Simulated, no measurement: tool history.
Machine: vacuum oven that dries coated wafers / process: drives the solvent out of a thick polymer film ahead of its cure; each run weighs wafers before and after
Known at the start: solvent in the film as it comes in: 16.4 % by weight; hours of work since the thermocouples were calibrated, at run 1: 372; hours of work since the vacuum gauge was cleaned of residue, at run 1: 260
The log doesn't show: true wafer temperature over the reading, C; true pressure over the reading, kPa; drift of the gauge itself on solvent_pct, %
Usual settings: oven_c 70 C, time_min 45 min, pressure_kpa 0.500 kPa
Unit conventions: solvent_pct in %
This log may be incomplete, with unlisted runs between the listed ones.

run	hour	oven_c	time_min	pressure_kpa	hours of work since the thermocouples were calibrated	hours of work since the vacuum gauge was cleaned of residue	solvent_pct
1	0.0	70	45	0.500	372	260	2.34
2	10.0	70	43	0.500	377	264	2.52
3	26.2	70	23	0.500	384	271	5.53
4	43.6	73	45	0.500	392	279	1.52
5	55.1	70	45	0.500	397	284	2.31
6	73.9	70	45	0.500	405	292	2.53
7	87.5	70	45	0.500	411	298	2.44
# hour 89.9: vacuum gauge cleaned of residue and calibrated
8	102.0	70	45	0.500	417	5	2.43
9	120.2	62	32	0.980	425	13	6.90
# hour 127.7: vacuum gauge cleaned of residue and calibrated, once more
10	131.3	62	32	0.893	429	2	7.22
11	146.3	62	33	1.663	436	8	7.01
12	163.0	69	75	1.773	443	16	1.29

What if the next run were any one of these 3? Each begins from the tool's condition after run 12:
A	173.0	63	45	0.500	447	20	?
B	173.0	68	45	0.433	447	20	?
C	173.0	62	36	0.553	447	20	?

run	solvent_pct
A	5.07
B	3.05
C	6.65
What these runs would have given with no unlogged condition in the tool:
run	solvent_pct
A	4.57
B	2.62
C	6.15

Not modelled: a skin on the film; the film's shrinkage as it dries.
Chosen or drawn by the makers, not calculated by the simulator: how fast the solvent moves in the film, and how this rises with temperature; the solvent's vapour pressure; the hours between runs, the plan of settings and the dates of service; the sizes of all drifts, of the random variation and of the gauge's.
